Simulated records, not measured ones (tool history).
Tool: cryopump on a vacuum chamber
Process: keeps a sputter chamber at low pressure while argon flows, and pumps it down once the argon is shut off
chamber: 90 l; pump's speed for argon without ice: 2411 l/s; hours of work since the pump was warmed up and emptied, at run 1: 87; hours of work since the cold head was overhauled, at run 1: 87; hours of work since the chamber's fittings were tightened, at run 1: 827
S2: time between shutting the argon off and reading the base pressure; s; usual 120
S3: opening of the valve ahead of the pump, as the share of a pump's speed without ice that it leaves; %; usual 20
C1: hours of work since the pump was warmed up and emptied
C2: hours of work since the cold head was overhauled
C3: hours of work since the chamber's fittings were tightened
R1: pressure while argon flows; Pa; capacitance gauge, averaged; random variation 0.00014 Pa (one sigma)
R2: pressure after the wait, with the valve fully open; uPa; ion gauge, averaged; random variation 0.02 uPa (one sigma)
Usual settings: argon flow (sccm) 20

run 1 hour=0 | argon_flow_(sccm)=20 S2=120 S3=20 | C1=87 C2=87 C3=827 | R1=0.0705 R2=1.2
run 2 hour=9 | argon_flow_(sccm)=20 S2=120 S3=20 | C1=93 C2=93 C3=833 | R1=0.0704 R2=1.25
run 3 hour=21.4 | argon_flow_(sccm)=20 S2=120 S3=20 | C1=101 C2=101 C3=841 | R1=0.0704 R2=1.25
run 4 hour=28.9 | argon_flow_(sccm)=20 S2=120 S3=20 | C1=106 C2=106 C3=846 | R1=0.0705 R2=1.26
run 5 hour=36.1 | argon_flow_(sccm)=20 S2=120 S3=20 | C1=111 C2=111 C3=851 | R1=0.0702 R2=1.28
run 6 hour=52.6 | argon_flow_(sccm)=11 S2=120 S3=20 | C1=122 C2=122 C3=862 | R1=0.0388 R2=1.24
run 7 hour=67.5 | argon_flow_(sccm)=11 S2=120 S3=20 | C1=132 C2=132 C3=872 | R1=0.0387 R2=1.28
run 8 hour=74.8 | argon_flow_(sccm)=11 S2=120 S3=20 | C1=137 C2=137 C3=877 | R1=0.0387 R2=1.29
run 9 hour=87.2 | argon_flow_(sccm)=20 S2=120 S3=52 | C1=146 C2=146 C3=885 | R1=0.0274 R2=1.3
run 10 hour=98.7 | argon_flow_(sccm)=20 S2=120 S3=52 | C1=153 C2=153 C3=893 | R1=0.0272 R2=1.33
run 11 hour=107.3 | argon_flow_(sccm)=20 S2=97 S3=20 | C1=159 C2=159 C3=899 | R1=0.0706 R2=1.34
run 12 hour=121.5 | argon_flow_(sccm)=18 S2=97 S3=20 | C1=169 C2=169 C3=908 | R1=0.0634 R2=1.42
run 13 hour=129.8 | argon_flow_(sccm)=20 S2=120 S3=20 | C1=174 C2=174 C3=914 | R1=0.0706 R2=1.36
run 14 hour=140.3 | argon_flow_(sccm)=20 S2=120 S3=20 | C1=181 C2=181 C3=921 | R1=0.0707 R2=1.36
run 15 hour=148.2 | argon_flow_(sccm)=20 S2=176 S3=20 | C1=187 C2=187 C3=926 | R1=0.0707 R2=1.35
run 16 hour=158.4 | argon_flow_(sccm)=20 S2=120 S3=35 | C1=193 C2=193 C3=933 | R1=0.0407 R2=1.37
run 17 hour=175.8 | argon_flow_(sccm)=20 S2=120 S3=35 | C1=205 C2=205 C3=945 | R1=0.0404 R2=1.38
run 18 hour=188.8 | argon_flow_(sccm)=20 S2=43 S3=35 | C1=214 C2=214 C3=954 | R1=0.0404 R2=1.65
run 19 hour=198.9 | argon_flow_(sccm)=39 S2=102 S3=27 | C1=221 C2=221 C3=960 | R1=0.1023 R2=1.46
run 20 hour=212 | argon_flow_(sccm)=25 S2=102 S3=22 | C1=229 C2=229 C3=969 | R1=0.0802 R2=1.48
run 21 hour=220.6 | argon_flow_(sccm)=25 S2=102 S3=22 | C1=235 C2=235 C3=975 | R1=0.0804 R2=1.45
run 22 hour=236.5 | argon_flow_(sccm)=19 S2=81 S3=32 | C1=246 C2=246 C3=986 | R1=0.0423 R2=1.51

The next listed run, before its measurement:
run 23 hour=245.9 | argon_flow_(sccm)=20 S2=120 S3=21 | C1=252 C2=252 C3=992 | R1=? R2=?

{"run 23": {"R1": 0.0671, "R2": 1.52}}
Without the tool's hidden state the same run would have given R1 0.0666 Pa, R2 0.27 uPa.
